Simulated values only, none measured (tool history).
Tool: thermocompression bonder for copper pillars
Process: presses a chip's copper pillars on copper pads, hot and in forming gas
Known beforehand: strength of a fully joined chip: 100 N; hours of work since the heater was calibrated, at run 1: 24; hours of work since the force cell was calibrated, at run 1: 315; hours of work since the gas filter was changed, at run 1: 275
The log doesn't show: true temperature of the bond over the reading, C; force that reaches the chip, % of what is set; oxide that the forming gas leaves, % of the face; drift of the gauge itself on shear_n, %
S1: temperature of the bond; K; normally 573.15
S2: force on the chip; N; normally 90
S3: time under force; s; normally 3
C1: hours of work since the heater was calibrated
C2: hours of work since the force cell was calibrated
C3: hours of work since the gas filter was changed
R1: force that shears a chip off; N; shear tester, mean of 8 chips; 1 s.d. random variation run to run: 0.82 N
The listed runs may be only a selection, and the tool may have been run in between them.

run	day	S1	S2	S3	C1	C2	C3	R1
1	0.000	573.15	90	3	24	315	275	62.5
2	1.338	573.15	90	3	37	328	288	65.5
3	2.633	573.15	90	3	50	341	301	64.1
4	3.425	573.15	90	3	57	348	309	63.1
5	4.846	573.15	90	3	71	362	322	64.0
6	5.642	582.15	90	3	79	370	330	69.6
7	7.017	582.15	90	3	92	383	344	69.9
8	7.712	582.15	90	3	99	390	350	68.8
9	8.754	582.15	90	3	109	400	360	69.1
10	9.842	582.15	64	3	120	411	371	55.4
11	10.925	573.15	61	3	130	421	382	47.9
12	12.396	573.15	90	3	145	436	396	64.9
# day 12.512: forming gas filter changed
13	13.079	573.15	90	3	151	442	6	64.6
14	14.075	573.15	90	3	161	452	15	64.3
15	14.962	554.15	90	3	170	460	24	51.3
16	15.662	554.15	90	3	176	467	31	51.2
17	16.521	573.15	90	5	185	476	39	72.9
18	17.304	573.15	129	5	192	483	47	87.2
19	18.646	573.15	64	3	205	496	60	49.9
20	19.879	566.15	67	2	217	508	72	40.4
21	21.288	591.15	105	6	231	522	86	92.7
22	22.496	573.15	65	6	243	534	97	62.4
23	23.825	573.15	65	6	256	547	110	63.1
24	25.138	557.15	65	9	269	560	123	58.5
25	26.446	553.15	120	4	281	572	136	67.1
26	27.304	569.15	90	3	290	581	144	60.8
27	28.742	569.15	90	3	304	595	158	61.7
28	29.479	572.15	87	3	311	602	165	61.9
29	30.692	562.15	77	2	323	614	177	43.1
30	31.412	573.15	121	3	330	621	184	77.6
31	32.404	562.15	91	6	339	630	194	69.3
32	33.367	562.15	91	6	349	640	203	69.5
33	34.783	562.15	91	5	363	654	217	65.4
34	36.038	595.15	111	2	375	666	229	80.2
35	37.275	571.15	90	2	387	678	241	55.2
36	38.371	573.15	89	4	398	688	252	69.0
37	39.604	573.15	89	4	410	700	264	68.3

Branching from run 37: 5 alternative next runs. What would each branch give?
A	40.938	563.15	89	2	423	713	277	?
B	40.938	573.15	119	4	423	713	277	?
C	40.938	573.15	89	4	423	713	277	?
D	40.938	588.15	57	4	423	713	277	?
E	40.938	597.15	89	4	423	713	277	?

run	R1
A	49.1
B	80.3
C	67.7
D	59.4
E	82.6
Had the tool no hidden state, the same runs would have come out as:
run	R1
A	49.8
B	81.1
C	68.5
D	60.1
E	83.4
